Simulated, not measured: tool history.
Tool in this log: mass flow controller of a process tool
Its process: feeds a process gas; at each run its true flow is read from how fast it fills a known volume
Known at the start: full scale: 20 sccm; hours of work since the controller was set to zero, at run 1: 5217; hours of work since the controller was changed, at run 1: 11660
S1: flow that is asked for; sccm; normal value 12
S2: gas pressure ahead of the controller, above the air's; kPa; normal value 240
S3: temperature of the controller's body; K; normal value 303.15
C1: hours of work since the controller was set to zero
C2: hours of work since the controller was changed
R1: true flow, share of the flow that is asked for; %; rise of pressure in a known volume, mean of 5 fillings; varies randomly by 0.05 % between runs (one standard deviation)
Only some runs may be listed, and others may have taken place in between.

run 1 hour=0.0 | S1=12 S2=240 S3=303.15 | C1=5217 C2=11660 | R1=97.87
-- hour=381.8 controller exchanged for a calibrated one
run 2 hour=423.0 | S1=12 S2=240 S3=303.15 | C1=25 C2=25 | R1=99.05
run 3 hour=847.6 | S1=12 S2=240 S3=303.15 | C1=285 C2=285 | R1=99.18
run 4 hour=1111.3 | S1=12 S2=240 S3=303.15 | C1=446 C2=446 | R1=99.17
run 5 hour=1586.3 | S1=12 S2=240 S3=303.15 | C1=737 C2=737 | R1=99.28
run 6 hour=2075.0 | S1=12 S2=240 S3=303.15 | C1=1036 C2=1036 | R1=99.20
run 7 hour=2353.2 | S1=7 S2=240 S3=303.15 | C1=1206 C2=1206 | R1=99.02
run 8 hour=2591.7 | S1=7 S2=240 S3=303.15 | C1=1352 C2=1352 | R1=99.17
run 9 hour=2858.3 | S1=12 S2=240 S3=303.15 | C1=1515 C2=1515 | R1=99.34
run 10 hour=3254.0 | S1=4 S2=240 S3=303.15 | C1=1758 C2=1758 | R1=99.68
run 11 hour=3573.6 | S1=4 S2=240 S3=295.15 | C1=1953 C2=1953 | R1=99.55
run 12 hour=4045.5 | S1=4 S2=240 S3=295.15 | C1=2242 C2=2242 | R1=99.77
run 13 hour=4321.2 | S1=4 S2=240 S3=295.15 | C1=2411 C2=2411 | R1=99.96
run 14 hour=4532.4 | S1=4 S2=240 S3=295.15 | C1=2540 C2=2540 | R1=99.97
run 15 hour=5024.4 | S1=12 S2=235 S3=303.15 | C1=2841 C2=2841 | R1=99.53
run 16 hour=5262.9 | S1=12 S2=247 S3=303.15 | C1=2987 C2=2987 | R1=99.34
run 17 hour=5577.3 | S1=12 S2=247 S3=303.15 | C1=3179 C2=3179 | R1=99.37
run 18 hour=5867.0 | S1=12 S2=247 S3=303.15 | C1=3356 C2=3356 | R1=99.46
run 19 hour=6317.3 | S1=12 S2=247 S3=303.15 | C1=3632 C2=3632 | R1=99.45
run 20 hour=6716.9 | S1=3 S2=142 S3=298.15 | C1=3876 C2=3876 | R1=103.56
run 21 hour=7122.5 | S1=4 S2=254 S3=306.15 | C1=4125 C2=4125 | R1=101.96
run 22 hour=7361.3 | S1=10 S2=196 S3=306.15 | C1=4271 C2=4271 | R1=100.18
run 23 hour=7617.1 | S1=10 S2=196 S3=306.15 | C1=4427 C2=4427 | R1=100.24
run 24 hour=8040.0 | S1=12 S2=201 S3=303.15 | C1=4686 C2=4686 | R1=99.88
run 25 hour=8420.6 | S1=15 S2=273 S3=303.15 | C1=4919 C2=4919 | R1=99.44
run 26 hour=8676.6 | S1=8 S2=178 S3=305.15 | C1=5076 C2=5076 | R1=100.74
run 27 hour=9005.1 | S1=19 S2=236 S3=294.15 | C1=5277 C2=5277 | R1=99.31
run 28 hour=9417.3 | S1=19 S2=236 S3=294.15 | C1=5529 C2=5529 | R1=99.29
run 29 hour=9780.8 | S1=19 S2=236 S3=294.15 | C1=5751 C2=5751 | R1=99.26
run 30 hour=10209.2 | S1=3 S2=155 S3=303.15 | C1=6013 C2=6013 | R1=106.51
run 31 hour=10493.1 | S1=13 S2=276 S3=306.15 | C1=6187 C2=6187 | R1=99.57
-- hour=10805.3 controller's zero set anew
run 32 hour=10915.0 | S1=2 S2=274 S3=293.15 | C1=67 C2=6445 | R1=95.21
run 33 hour=11237.3 | S1=2 S2=274 S3=293.15 | C1=264 C2=6642 | R1=95.66
run 34 hour=11480.4 | S1=3 S2=224 S3=302.15 | C1=413 C2=6791 | R1=96.67
run 35 hour=11976.5 | S1=3 S2=224 S3=302.15 | C1=717 C2=7095 | R1=97.02
run 36 hour=12439.4 | S1=9 S2=153 S3=295.15 | C1=1000 C2=7378 | R1=97.25
run 37 hour=12890.6 | S1=7 S2=154 S3=309.15 | C1=1276 C2=7654 | R1=98.05

3 options for the next run, each taken on its own from the tool as it stands now. Forecast them:
run A hour=13173.3 | S1=7 S2=164 S3=302.15 | C1=1449 C2=7827 | R1=?
run B hour=13173.3 | S1=3 S2=193 S3=310.15 | C1=1449 C2=7827 | R1=?
run C hour=13173.3 | S1=9 S2=197 S3=303.15 | C1=1449 C2=7827 | R1=?

run=A R1=97.60
run=B R1=98.69
run=C R1=97.46
Take away the tool's hidden state, keep each run's random variation, and the runs would have read:
run=A R1=98.79
run=B R1=98.59
run=C R1=98.86

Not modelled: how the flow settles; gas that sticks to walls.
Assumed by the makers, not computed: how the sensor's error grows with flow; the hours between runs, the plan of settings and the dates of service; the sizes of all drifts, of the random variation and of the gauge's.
